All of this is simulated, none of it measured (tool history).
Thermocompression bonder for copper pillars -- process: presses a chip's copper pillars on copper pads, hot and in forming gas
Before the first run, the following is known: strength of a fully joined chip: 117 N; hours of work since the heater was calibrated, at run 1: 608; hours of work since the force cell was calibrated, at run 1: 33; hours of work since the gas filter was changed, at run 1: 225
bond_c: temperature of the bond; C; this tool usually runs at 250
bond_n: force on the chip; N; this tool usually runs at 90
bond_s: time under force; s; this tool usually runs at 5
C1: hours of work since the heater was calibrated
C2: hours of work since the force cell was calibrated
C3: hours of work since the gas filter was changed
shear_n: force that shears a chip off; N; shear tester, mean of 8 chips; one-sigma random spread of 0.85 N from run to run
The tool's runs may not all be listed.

{"run": 1, "hour": 0.0, "bond_c": 250, "bond_n": 90, "bond_s": 5, "C1": 608, "C2": 33, "C3": 225, "shear_n": 67.5}
{"run": 2, "hour": 7.7, "bond_c": 250, "bond_n": 90, "bond_s": 5, "C1": 612, "C2": 37, "C3": 229, "shear_n": 68.2}
{"run": 3, "hour": 15.1, "bond_c": 250, "bond_n": 90, "bond_s": 5, "C1": 615, "C2": 41, "C3": 232, "shear_n": 69}
{"run": 4, "hour": 24.3, "bond_c": 250, "bond_n": 90, "bond_s": 5, "C1": 620, "C2": 45, "C3": 237, "shear_n": 67.7}
{"run": 5, "hour": 28.5, "bond_c": 250, "bond_n": 90, "bond_s": 5, "C1": 622, "C2": 48, "C3": 239, "shear_n": 68.4}
{"run": 6, "hour": 32.5, "bond_c": 250, "bond_n": 90, "bond_s": 5, "C1": 624, "C2": 50, "C3": 241, "shear_n": 70.1}
{"run": 7, "hour": 39.6, "bond_c": 250, "bond_n": 90, "bond_s": 5, "C1": 628, "C2": 53, "C3": 245, "shear_n": 67.6}
{"run": 8, "hour": 45.2, "bond_c": 250, "bond_n": 90, "bond_s": 5, "C1": 631, "C2": 56, "C3": 248, "shear_n": 68.2}
{"run": 9, "hour": 52.2, "bond_c": 250, "bond_n": 90, "bond_s": 5, "C1": 634, "C2": 60, "C3": 251, "shear_n": 68.8}
{"run": 10, "hour": 60.4, "bond_c": 250, "bond_n": 90, "bond_s": 5, "C1": 638, "C2": 64, "C3": 255, "shear_n": 67.7}
{"run": 11, "hour": 66.0, "bond_c": 250, "bond_n": 90, "bond_s": 5, "C1": 641, "C2": 67, "C3": 258, "shear_n": 68.9}
{"run": 12, "hour": 74.1, "bond_c": 250, "bond_n": 90, "bond_s": 5, "C1": 645, "C2": 71, "C3": 262, "shear_n": 68.8}
{"run": 13, "hour": 80.8, "bond_c": 250, "bond_n": 90, "bond_s": 5, "C1": 649, "C2": 74, "C3": 266, "shear_n": 69.3}
{"run": 14, "hour": 85.3, "bond_c": 250, "bond_n": 90, "bond_s": 3, "C1": 651, "C2": 77, "C3": 268, "shear_n": 57.1}
{"run": 15, "hour": 92.2, "bond_c": 250, "bond_n": 90, "bond_s": 5, "C1": 655, "C2": 80, "C3": 272, "shear_n": 68.9}
{"run": 16, "hour": 99.0, "bond_c": 250, "bond_n": 90, "bond_s": 5, "C1": 658, "C2": 84, "C3": 275, "shear_n": 66.7}
{"run": 17, "hour": 106.9, "bond_c": 241, "bond_n": 112, "bond_s": 5, "C1": 662, "C2": 88, "C3": 279, "shear_n": 67}
{"run": 18, "hour": 115.5, "bond_c": 278, "bond_n": 61, "bond_s": 5, "C1": 667, "C2": 92, "C3": 283, "shear_n": 81.1}
{"run": 19, "hour": 122.5, "bond_c": 248, "bond_n": 90, "bond_s": 8, "C1": 670, "C2": 95, "C3": 287, "shear_n": 77.2}
{"run": 20, "hour": 127.9, "bond_c": 247, "bond_n": 90, "bond_s": 8, "C1": 673, "C2": 98, "C3": 290, "shear_n": 76.1}
{"run": 21, "hour": 135.9, "bond_c": 247, "bond_n": 90, "bond_s": 8, "C1": 677, "C2": 102, "C3": 294, "shear_n": 75.1}
{"run": 22, "hour": 144.0, "bond_c": 250, "bond_n": 54, "bond_s": 7, "C1": 681, "C2": 106, "C3": 298, "shear_n": 61}
{"run": 23, "hour": 149.8, "bond_c": 250, "bond_n": 54, "bond_s": 7, "C1": 684, "C2": 109, "C3": 301, "shear_n": 62.3}
{"run": 24, "hour": 155.5, "bond_c": 249, "bond_n": 90, "bond_s": 4, "C1": 687, "C2": 112, "C3": 304, "shear_n": 61.6}
{"run": 25, "hour": 164.7, "bond_c": 246, "bond_n": 117, "bond_s": 3, "C1": 692, "C2": 117, "C3": 309, "shear_n": 60.9}
{"run": 26, "hour": 170.3, "bond_c": 250, "bond_n": 90, "bond_s": 6, "C1": 695, "C2": 120, "C3": 311, "shear_n": 71.1}
{"run": 27, "hour": 174.3, "bond_c": 250, "bond_n": 90, "bond_s": 12, "C1": 697, "C2": 122, "C3": 313, "shear_n": 85.5}
{"run": 28, "hour": 181.5, "bond_c": 250, "bond_n": 90, "bond_s": 12, "C1": 700, "C2": 126, "C3": 317, "shear_n": 88.2}
{"run": 29, "hour": 189.7, "bond_c": 252, "bond_n": 92, "bond_s": 5, "C1": 704, "C2": 130, "C3": 321, "shear_n": 70}
{"run": 30, "hour": 196.0, "bond_c": 250, "bond_n": 86, "bond_s": 10, "C1": 708, "C2": 133, "C3": 324, "shear_n": 80.8}
{"run": 31, "hour": 200.4, "bond_c": 241, "bond_n": 72, "bond_s": 12, "C1": 710, "C2": 135, "C3": 327, "shear_n": 72.2}
{"run": 32, "hour": 208.8, "bond_c": 241, "bond_n": 72, "bond_s": 12, "C1": 714, "C2": 139, "C3": 331, "shear_n": 72.7}

Each row is a separate what-if for the run after 32, all from the same tool condition, not one after another. Results?
{"run": "A", "hour": 214.3, "bond_c": 250, "bond_n": 89, "bond_s": 5, "C1": 717, "C2": 142, "C3": 334, "shear_n": "?"}
{"run": "B", "hour": 214.3, "bond_c": 262, "bond_n": 132, "bond_s": 7, "C1": 717, "C2": 142, "C3": 334, "shear_n": "?"}
{"run": "C", "hour": 214.3, "bond_c": 253, "bond_n": 70, "bond_s": 12, "C1": 717, "C2": 142, "C3": 334, "shear_n": "?"}
{"run": "D", "hour": 214.3, "bond_c": 232, "bond_n": 123, "bond_s": 7, "C1": 717, "C2": 142, "C3": 334, "shear_n": "?"}
{"run": "E", "hour": 214.3, "bond_c": 261, "bond_n": 65, "bond_s": 12, "C1": 717, "C2": 142, "C3": 334, "shear_n": "?"}

run=A shear_n=68.3
run=B shear_n=93.9
run=C shear_n=83.1
run=D shear_n=68.2
run=E shear_n=87.5
Had the tool no hidden state, the same runs would have come out as:
run=A shear_n=68.8
run=B shear_n=94.4
run=C shear_n=83.7
run=D shear_n=68.8
run=E shear_n=88.1
